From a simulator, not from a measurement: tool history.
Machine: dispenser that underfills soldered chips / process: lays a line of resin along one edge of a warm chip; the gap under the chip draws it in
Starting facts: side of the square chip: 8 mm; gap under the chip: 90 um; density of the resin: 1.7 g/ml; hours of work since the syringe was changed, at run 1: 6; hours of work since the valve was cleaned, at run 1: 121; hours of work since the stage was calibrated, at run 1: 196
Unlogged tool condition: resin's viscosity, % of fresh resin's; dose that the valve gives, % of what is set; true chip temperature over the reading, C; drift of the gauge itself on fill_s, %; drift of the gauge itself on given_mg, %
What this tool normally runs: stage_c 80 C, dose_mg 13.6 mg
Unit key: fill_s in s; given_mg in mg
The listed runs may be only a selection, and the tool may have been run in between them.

| run | hour | stage_c | dose_mg | hours of work since the syringe was changed | hours of work since the valve was cleaned | hours of work since the stage was calibrated | fill_s | given_mg |
|---|---|---|---|---|---|---|---|---|
| 1 | 0.0 | 80 | 13.6 | 6 | 121 | 196 | 40.6 | 12.24 |
|  | 3.3 | new syringe of resin |
| 2 | 6.4 | 80 | 13.6 | 2 | 125 | 201 | 31.0 | 12.11 |
|  | 14.1 | new syringe of resin |
| 3 | 15.0 | 80 | 13.6 | 1 | 132 | 207 | 27.9 | 11.89 |
| 4 | 21.5 | 80 | 13.6 | 6 | 136 | 212 | 40.3 | 11.96 |
|  | 25.0 | new syringe of resin |
| 5 | 27.9 | 80 | 13.6 | 2 | 141 | 217 | 31.7 | 11.92 |
|  | 32.0 | dispensing valve cleaned and set on the balance |
|  | 36.3 | new syringe of resin |
| 6 | 37.9 | 66 | 13.6 | 1 | 4 | 223 | 46.4 | 13.54 |
|  | 46.9 | new syringe of resin |
| 7 | 50.1 | 66 | 13.6 | 2 | 13 | 232 | 50.4 | 13.39 |
| 8 | 56.0 | 66 | 13.6 | 7 | 18 | 237 | 72.8 | 13.43 |
|  | 57.5 | new syringe of resin |
| 9 | 66.3 | 66 | 13.6 | 7 | 25 | 244 | 70.9 | 13.13 |
|  | 68.0 | new syringe of resin |
| 10 | 76.1 | 82 | 13.6 | 6 | 33 | 252 | 38.6 | 13.21 |
|  | 78.6 | new syringe of resin |
| 11 | 85.6 | 82 | 13.6 | 5 | 40 | 259 | 35.5 | 13.31 |
|  | 89.1 | new syringe of resin |
| 12 | 92.0 | 82 | 13.6 | 2 | 44 | 263 | 27.9 | 13.09 |
|  | 99.7 | new syringe of resin |
| 13 | 100.7 | 82 | 13.6 | 1 | 51 | 270 | 26.1 | 12.91 |
| 14 | 105.8 | 82 | 13.6 | 5 | 55 | 274 | 34.0 | 12.93 |
|  | 110.4 | new syringe of resin |
| 15 | 113.4 | 82 | 13.6 | 2 | 60 | 279 | 29.0 | 12.87 |
|  | 120.8 | new syringe of resin |
| 16 | 121.5 | 84 | 13.0 | 1 | 66 | 285 | 23.7 | 12.12 |
| 17 | 128.4 | 84 | 13.0 | 6 | 71 | 290 | 34.1 | 12.26 |
|  | 131.5 | new syringe of resin |
| 18 | 137.6 | 70 | 13.9 | 5 | 78 | 297 | 51.5 | 13.00 |
|  | 142.1 | new syringe of resin |
| 19 | 149.4 | 83 | 12.3 | 6 | 87 | 306 | 36.4 | 11.46 |
|  | 153.3 | new syringe of resin |
| 20 | 156.3 | 93 | 16.8 | 2 | 92 | 311 | 19.3 | 15.49 |

5 ways to go on from here, each from the tool as it stands after run 20. What would each give?
|  | 164.2 | new syringe of resin |
| A | 165.9 | 77 | 13.6 | 1 | 99 | 318 | ? | ? |
|  | 164.2 | new syringe of resin |
| B | 165.9 | 86 | 14.3 | 1 | 99 | 318 | ? | ? |
|  | 164.2 | new syringe of resin |
| C | 165.9 | 87 | 16.8 | 1 | 99 | 318 | ? | ? |
|  | 164.2 | new syringe of resin |
| D | 165.9 | 78 | 11.6 | 1 | 99 | 318 | ? | ? |
|  | 164.2 | new syringe of resin |
| E | 165.9 | 68 | 16.8 | 1 | 99 | 318 | ? | ? |

| run | fill_s | given_mg |
|---|---|---|
| A | 32.0 | 12.50 |
| B | 22.0 | 13.12 |
| C | 20.4 | 15.52 |
| D | 31.9 | 10.63 |
| E | 41.8 | 15.35 |
Stripped of hidden state, with their random variation kept, the same runs would have yielded:
| run | fill_s | given_mg |
|---|---|---|
| A | 29.9 | 13.65 |
| B | 20.6 | 14.33 |
| C | 19.2 | 16.96 |
| D | 29.2 | 11.62 |
| E | 39.8 | 16.78 |
